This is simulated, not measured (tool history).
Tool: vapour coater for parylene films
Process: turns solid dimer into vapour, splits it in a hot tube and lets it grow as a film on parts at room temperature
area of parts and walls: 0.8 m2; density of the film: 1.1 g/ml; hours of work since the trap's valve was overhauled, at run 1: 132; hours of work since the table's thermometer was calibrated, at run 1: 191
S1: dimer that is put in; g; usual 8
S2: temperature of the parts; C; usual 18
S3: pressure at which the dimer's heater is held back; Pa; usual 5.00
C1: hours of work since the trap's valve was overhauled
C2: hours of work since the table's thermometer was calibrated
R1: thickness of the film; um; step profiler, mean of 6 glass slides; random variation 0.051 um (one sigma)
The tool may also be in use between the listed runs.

{"run": 1, "hour": 0.0, "S1": 8, "S2": 18, "S3": 5.0, "C1": 132, "C2": 191, "R1": 6.66}
{"run": 2, "hour": 18.6, "S1": 8, "S2": 18, "S3": 7.23, "C1": 141, "C2": 200, "R1": 6.21}
{"run": 3, "hour": 36.5, "S1": 8, "S2": 18, "S3": 7.23, "C1": 150, "C2": 209, "R1": 6.15}
{"run": 4, "hour": 51.6, "S1": 8, "S2": 18, "S3": 7.23, "C1": 157, "C2": 216, "R1": 6.14}
{"run": 5, "hour": 61.3, "S1": 8, "S2": 18, "S3": 7.23, "C1": 162, "C2": 221, "R1": 6.15}
{"run": 6, "hour": 83.0, "S1": 6, "S2": 18, "S3": 7.23, "C1": 172, "C2": 232, "R1": 4.64}
{"run": 7, "hour": 100.7, "S1": 6, "S2": 18, "S3": 7.23, "C1": 181, "C2": 240, "R1": 4.59}
{"run": 8, "hour": 120.7, "S1": 6, "S2": 18, "S3": 7.23, "C1": 190, "C2": 250, "R1": 4.6}
{"run": 9, "hour": 137.3, "S1": 6, "S2": 18, "S3": 7.23, "C1": 198, "C2": 258, "R1": 4.59}
{"run": 10, "hour": 154.9, "S1": 8, "S2": 18, "S3": 5.0, "C1": 207, "C2": 266, "R1": 6.55}
{"run": 11, "hour": 169.6, "S1": 8, "S2": 18, "S3": 5.0, "C1": 214, "C2": 273, "R1": 6.6}
{"run": 12, "hour": 187.5, "S1": 8, "S2": 18, "S3": 5.0, "C1": 223, "C2": 282, "R1": 6.55}
{"run": 13, "hour": 210.8, "S1": 3, "S2": 18, "S3": 5.0, "C1": 234, "C2": 293, "R1": 2.47}
{"hour": 212.8, "done": "table's thermometer calibrated"}
{"run": 14, "hour": 221.3, "S1": 8, "S2": 18, "S3": 5.0, "C1": 239, "C2": 4, "R1": 6.55}
{"run": 15, "hour": 240.9, "S1": 8, "S2": 18, "S3": 5.0, "C1": 248, "C2": 14, "R1": 6.52}
{"run": 16, "hour": 258.2, "S1": 8, "S2": 18, "S3": 5.0, "C1": 256, "C2": 22, "R1": 6.46}
{"hour": 273.6, "done": "table's thermometer calibrated, once more"}
{"run": 17, "hour": 273.6, "S1": 5, "S2": 18, "S3": 8.47, "C1": 263, "C2": 0, "R1": 3.68}
{"run": 18, "hour": 294.6, "S1": 7, "S2": 18, "S3": 4.58, "C1": 274, "C2": 10, "R1": 5.78}
{"run": 19, "hour": 316.7, "S1": 7, "S2": 18, "S3": 4.58, "C1": 284, "C2": 21, "R1": 5.87}
{"hour": 342.3, "done": "trap's valve overhauled"}
{"run": 20, "hour": 342.3, "S1": 7, "S2": 18, "S3": 4.58, "C1": 0, "C2": 31, "R1": 6.05}
{"run": 21, "hour": 360.2, "S1": 7, "S2": 24, "S3": 10.83, "C1": 9, "C2": 40, "R1": 4.25}
{"run": 22, "hour": 374.7, "S1": 8, "S2": 27, "S3": 10.24, "C1": 16, "C2": 47, "R1": 4.59}
{"run": 23, "hour": 386.1, "S1": 10, "S2": 18, "S3": 4.39, "C1": 21, "C2": 53, "R1": 8.71}
{"run": 24, "hour": 399.9, "S1": 14, "S2": 24, "S3": 8.7, "C1": 28, "C2": 59, "R1": 9.05}
{"run": 25, "hour": 411.1, "S1": 9, "S2": 13, "S3": 7.3, "C1": 33, "C2": 65, "R1": 8.06}
{"run": 26, "hour": 420.9, "S1": 8, "S2": 19, "S3": 2.38, "C1": 38, "C2": 69, "R1": 7.59}
{"run": 27, "hour": 434.2, "S1": 8, "S2": 19, "S3": 2.38, "C1": 45, "C2": 76, "R1": 7.55}
{"run": 28, "hour": 456.4, "S1": 8, "S2": 19, "S3": 2.38, "C1": 55, "C2": 87, "R1": 7.51}
{"run": 29, "hour": 474.7, "S1": 6, "S2": 10, "S3": 2.71, "C1": 64, "C2": 95, "R1": 6.54}
{"run": 30, "hour": 487.0, "S1": 8, "S2": 18, "S3": 10.22, "C1": 70, "C2": 101, "R1": 5.79}
{"run": 31, "hour": 508.6, "S1": 8, "S2": 18, "S3": 10.22, "C1": 81, "C2": 112, "R1": 5.82}
{"run": 32, "hour": 522.5, "S1": 7, "S2": 18, "S3": 4.29, "C1": 87, "C2": 119, "R1": 5.97}

Forecast each of these 4 alternatives for the next run:
{"run": "A", "hour": 537.1, "S1": 5, "S2": 15, "S3": 3.46, "C1": 94, "C2": 126, "R1": "?"}
{"run": "B", "hour": 537.1, "S1": 4, "S2": 15, "S3": 5.0, "C1": 94, "C2": 126, "R1": "?"}
{"run": "C", "hour": 537.1, "S1": 6, "S2": 14, "S3": 4.54, "C1": 94, "C2": 126, "R1": "?"}
{"run": "D", "hour": 537.1, "S1": 7, "S2": 18, "S3": 7.27, "C1": 94, "C2": 126, "R1": "?"}

run=A R1=4.87
run=B R1=3.64
run=C R1=5.74
run=D R1=5.36
Without the tool's hidden state the same runs would have given:
run=A R1=4.96
run=B R1=3.72
run=C R1=5.85
run=D R1=5.47

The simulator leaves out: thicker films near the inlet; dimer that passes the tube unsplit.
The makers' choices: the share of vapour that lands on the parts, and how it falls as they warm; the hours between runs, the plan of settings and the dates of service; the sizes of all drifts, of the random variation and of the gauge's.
